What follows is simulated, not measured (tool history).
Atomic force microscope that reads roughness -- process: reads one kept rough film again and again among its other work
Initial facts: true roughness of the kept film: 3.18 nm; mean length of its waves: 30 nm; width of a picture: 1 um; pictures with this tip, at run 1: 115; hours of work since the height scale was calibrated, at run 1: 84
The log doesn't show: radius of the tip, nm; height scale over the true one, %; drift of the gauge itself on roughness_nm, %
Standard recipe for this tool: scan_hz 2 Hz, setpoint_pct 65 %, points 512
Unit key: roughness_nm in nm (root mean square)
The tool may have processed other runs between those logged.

run	hour	scan_hz	setpoint_pct	points	pictures with this tip	hours of work since the height scale was calibrated	roughness_nm
1	0	2	65	512	115	84	2.343
2	10.9	2.47	65	512	129	88	2.279
3	23.5	2.47	65	512	146	94	2.252
4	37.5	2.47	65	512	164	100	2.206
5	50.1	2.47	65	765	181	105	2.198
6	57.6	0.62	65	765	191	109	2.373
# hour 59.9: height scale calibrated on a step standard
7	64.9	0.54	65	765	199	2	2.359
8	71.3	0.54	65	765	207	5	2.373
9	79.1	0.85	65	936	218	8	2.307
# hour 81.2: height scale calibrated on a step standard, once more
10	86.4	2.16	65	950	226	2	2.158
11	99.2	2.16	65	950	243	8	2.135
12	108.4	2.16	65	950	255	12	2.113
13	118.9	2.16	55	361	269	16	2.209
14	132.3	2	57	865	287	22	2.19

Predict each of these 5 candidate next runs independently; none follows another, all start after run 14:
A	139	3.25	58	422	295	25	?
B	139	2.8	57	445	295	25	?
C	139	2	87	512	295	25	?
D	139	2	57	298	295	25	?
E	139	2	65	495	295	25	?

run	roughness_nm
A	2.083
B	2.095
C	1.748
D	2.149
E	2.101
What these runs would have given with no unlogged condition in the tool:
run	roughness_nm
A	2.527
B	2.543
C	2.122
D	2.607
E	2.55
